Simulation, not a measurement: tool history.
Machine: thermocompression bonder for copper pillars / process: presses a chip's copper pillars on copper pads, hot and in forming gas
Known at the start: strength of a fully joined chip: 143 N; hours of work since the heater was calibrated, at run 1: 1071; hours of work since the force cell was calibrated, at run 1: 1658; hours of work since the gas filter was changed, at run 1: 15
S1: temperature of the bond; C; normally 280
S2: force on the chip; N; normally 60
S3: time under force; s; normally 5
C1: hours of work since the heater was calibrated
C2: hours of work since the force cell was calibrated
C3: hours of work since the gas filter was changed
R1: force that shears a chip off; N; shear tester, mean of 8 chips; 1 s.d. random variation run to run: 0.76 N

run,hour,S1,S2,S3,C1,C2,C3,R1
1,0.0,280,60,5,1071,1658,15,107.9
2,75.8,280,60,5,1123,1710,67,106.8
3,125.1,280,60,5,1156,1743,100,106.5
4,162.1,280,60,9,1182,1768,126,116.8
5,194.8,280,60,5,1204,1790,148,105.2
# hour 208.6: forming gas filter changed
6,268.0,300,60,5,1253,1840,40,122.0
7,336.3,280,60,5,1300,1886,87,107.1
# hour 348.5: heater calibrated with a thermocouple chip
8,378.6,280,60,5,20,1914,114,100.5
9,434.2,280,60,5,58,1952,152,99.5
# hour 445.6: forming gas filter changed
10,490.0,280,60,5,96,1989,30,101.9
11,524.4,280,69,5,119,2013,54,111.8
12,561.2,280,69,5,144,2038,79,112.4
13,619.3,280,69,5,184,2077,118,109.6
# hour 639.0: force cell calibrated
# hour 678.8: forming gas filter changed
14,686.6,255,55,5,228,32,5,70.0

Branching from run 14: 3 alternative next runs. What would each branch give?
A,731.1,252,61,4,258,62,36,?
B,731.1,287,88,5,258,62,36,?
C,731.1,287,60,9,258,62,36,?

run,R1
A,68.5
B,126.2
C,116.1
Without the tool's hidden state the same runs would have given:
run,R1
A,66.5
B,125.8
C,115.2
